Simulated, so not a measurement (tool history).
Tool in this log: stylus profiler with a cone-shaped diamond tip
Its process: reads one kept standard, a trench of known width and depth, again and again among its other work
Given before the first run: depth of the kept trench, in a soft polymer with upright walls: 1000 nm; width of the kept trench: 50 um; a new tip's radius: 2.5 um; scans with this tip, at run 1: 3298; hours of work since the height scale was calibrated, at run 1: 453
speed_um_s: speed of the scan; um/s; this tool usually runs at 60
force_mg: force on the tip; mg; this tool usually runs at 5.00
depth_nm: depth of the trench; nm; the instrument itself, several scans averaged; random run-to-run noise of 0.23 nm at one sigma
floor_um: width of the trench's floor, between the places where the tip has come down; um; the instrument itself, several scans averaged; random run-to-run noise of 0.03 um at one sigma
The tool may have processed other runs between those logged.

run,hour,speed_um_s,force_mg,scans with this tip,hours of work since the height scale was calibrated,depth_nm,floor_um
1,0.0,60,5.00,3298,453,1023.24,45.31
2,34.8,60,5.00,3413,469,1023.00,45.28
3,79.2,60,5.00,3560,489,1022.99,45.26
4,119.8,60,5.00,3695,507,1023.17,45.23
5,151.3,60,5.00,3799,522,1022.55,45.26
6,184.2,60,5.00,3908,537,1022.67,45.14
7,213.1,60,5.00,4004,550,1022.92,45.13
8,237.3,176,14.12,4084,561,1047.05,45.10
9,262.3,63,2.45,4167,572,1013.62,45.13

What does the tool deliver on the next run?
10,288.2,28,6.49,4253,584,?,?

depth_nm: 1027.25 nm
floor_um: 45.17 um
Minus the tool's unlogged condition, the same run would have read depth_nm 1029.00 nm, floor_um 45.97 um.

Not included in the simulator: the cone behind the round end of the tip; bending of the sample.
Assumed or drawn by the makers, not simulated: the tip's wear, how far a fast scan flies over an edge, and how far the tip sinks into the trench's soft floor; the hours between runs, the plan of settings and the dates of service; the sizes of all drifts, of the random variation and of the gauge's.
